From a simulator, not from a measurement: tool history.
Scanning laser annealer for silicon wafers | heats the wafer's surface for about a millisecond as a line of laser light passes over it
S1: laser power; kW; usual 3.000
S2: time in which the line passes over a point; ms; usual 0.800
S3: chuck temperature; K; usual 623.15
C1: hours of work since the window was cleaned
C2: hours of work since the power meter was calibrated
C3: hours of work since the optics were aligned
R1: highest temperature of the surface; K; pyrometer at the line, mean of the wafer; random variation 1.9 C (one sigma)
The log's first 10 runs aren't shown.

Run 11, day 6.583: usual settings but S3 632.15 K; C1 245; C2 491; C3 831. Result: R1 1339.15 K.
Run 12, day 7.346: usual settings but S3 626.15 K; C1 255; C2 501; C3 841. Result: R1 1333.15 K.
Run 13, day 7.908: usual settings; C1 262; C2 508; C3 848. Result: R1 1332.15 K.
Run 14, day 8.638: usual settings but S3 644.15 K; C1 271; C2 517; C3 857. Result: R1 1353.15 K.
Run 15, day 9.475: usual settings but S3 644.15 K; C1 281; C2 528; C3 867. Result: R1 1351.15 K.
Run 16, day 9.962: usual settings but S3 644.15 K; C1 287; C2 534; C3 873. Result: R1 1354.15 K.
Run 17, day 10.358: usual settings but S1 3.016 kW, S2 0.672 ms, S3 595.15 K; C1 292; C2 539; C3 878. Result: R1 1255.15 K.
At day 10.512: window over the wafer cleaned.
Run 18, day 10.996: usual settings but S1 3.102 kW; C1 6; C2 545; C3 885. Result: R1 1354.15 K.
At day 11.279: optics aligned, line set to its width.
Run 19, day 11.783: usual settings but S1 3.102 kW; C1 13; C2 553; C3 6. Result: R1 1378.15 K.
Run 20, day 12.362: usual settings but S1 2.711 kW, S2 0.636 ms, S3 643.15 K; C1 20; C2 560; C3 14. Result: R1 1223.15 K.
Run 21, day 12.946: usual settings but S1 3.136 kW, S2 0.763 ms, S3 643.15 K; C1 28; C2 567; C3 21. Result: R1 1393.15 K.
Run 22, day 13.675: usual settings but S1 3.136 kW, S2 0.613 ms, S3 615.15 K; C1 37; C2 576; C3 30. Result: R1 1294.15 K.
Run 23, day 14.325: usual settings but S1 3.136 kW, S2 0.613 ms, S3 615.15 K; C1 45; C2 584; C3 38. Result: R1 1295.15 K.
Run 24, day 14.783: usual settings but S1 3.229 kW, S2 0.805 ms, S3 633.15 K; C1 51; C2 590; C3 44. Result: R1 1427.15 K.
Run 25, day 15.629: usual settings but S1 3.229 kW, S2 0.805 ms, S3 633.15 K; C1 61; C2 601; C3 54. Result: R1 1419.15 K.
At day 15.962: window over the wafer cleaned, once more.
Run 26, day 16.425: usual settings but S1 2.613 kW, S2 0.709 ms, S3 614.15 K; C1 6; C2 610; C3 63. Result: R1 1204.15 K.
Run 27, day 17.283: usual settings but S3 595.15 K; C1 16; C2 620; C3 74. Result: R1 1331.15 K.
Run 28, day 18.079: usual settings but S2 0.622 ms; C1 26; C2 630; C3 84. Result: R1 1285.15 K.
Run 29, day 18.754: usual settings but S2 0.622 ms; C1 35; C2 639; C3 92. Result: R1 1282.15 K.
Run 30, day 19.358: usual settings but S1 2.935 kW, S2 0.805 ms, S3 609.15 K; C1 42; C2 646; C3 100. Result: R1 1328.15 K.
Run 31, day 20.267: usual settings but S1 2.566 kW, S2 0.659 ms, S3 609.15 K; C1 54; C2 658; C3 111. Result: R1 1168.15 K.

Forecast each of these 5 alternatives for the next run:
Run A, day 20.908: usual settings but S1 3.218 kW, S2 0.775 ms, S3 609.15 K; C1 62; C2 666; C3 119. Result: R1 ?.
Run B, day 20.908: usual settings but S1 3.192 kW, S2 0.779 ms, S3 587.15 K; C1 62; C2 666; C3 119. Result: R1 ?.
Run C, day 20.908: usual settings but S1 3.065 kW; C1 62; C2 666; C3 119. Result: R1 ?.
Run D, day 20.908: usual settings but S1 3.257 kW, S2 0.590 ms, S3 604.15 K; C1 62; C2 666; C3 119. Result: R1 ?.
Run E, day 20.908: usual settings but S1 2.929 kW; C1 62; C2 666; C3 119. Result: R1 ?.

run       R1
  A  1399.15
  B  1370.15
  C  1371.15
  D  1318.15
  E  1336.15
Without the tool's hidden state the same runs would have given:
run       R1
  A  1404.15
  B  1375.15
  C  1376.15
  D  1322.15
  E  1341.15
